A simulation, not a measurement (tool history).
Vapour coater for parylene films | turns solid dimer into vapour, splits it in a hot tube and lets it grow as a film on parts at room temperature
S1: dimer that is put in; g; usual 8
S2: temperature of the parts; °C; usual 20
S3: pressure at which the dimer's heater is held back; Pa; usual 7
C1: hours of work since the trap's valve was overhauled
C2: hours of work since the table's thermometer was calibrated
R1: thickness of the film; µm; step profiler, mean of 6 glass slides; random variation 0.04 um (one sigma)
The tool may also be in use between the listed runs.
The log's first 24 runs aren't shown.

run,hour,S1,S2,S3,C1,C2,R1
25,630.5,4,16,7,100,673,2.44
26,651.5,3,27,7.44,110,683,1.34
27,680.5,3,27,7.44,124,697,1.33
28,695.7,6,20,7,131,704,3.24
29,713,4,20,3.52,140,712,2.35
30,733.6,4,20,3.52,149,722,2.36
31,761.6,4,17,4.31,163,735,2.46
32,781.3,4,17,4.31,172,745,2.46
33,800.7,4,31,5.61,181,754,1.63
34,830.6,4,31,5.61,196,768,1.67
35,847.5,4,23,3.73,204,776,2.14
36,876.7,4,23,3.73,218,790,2.16
37,898.8,4,23,3.73,228,801,2.17
38,914.8,4,23,3.73,236,808,2.17
39,944.5,4,23,3.73,250,822,2.13
40,964.7,4,16,3.73,260,832,2.56
41,980.8,8,15,7.04,267,840,4.92
42,1016.2,8,17,2.83,284,857,5.12
43,1038.6,11,25,5.4,295,867,5.31
# hour 1056.2: trap's valve overhauled
44,1066.9,11,29,11.04,5,879,4.42
45,1093.5,11,29,11.04,18,891,4.44
46,1113.5,11,29,11.04,27,901,4.48
47,1146.5,11,29,11.37,43,917,4.38

Forecast each of these 4 alternatives for the next run:
A,1180.1,5,18,2.09,59,933,?
B,1180.1,4,31,3.52,59,933,?
C,1180.1,11,23,7.25,59,933,?
D,1180.1,13,20,7,59,933,?

run,R1
A,3.22
B,1.74
C,5.42
D,6.88
Without the tool's hidden state the same runs would have given:
run,R1
A,3.23
B,1.75
C,5.43
D,6.9
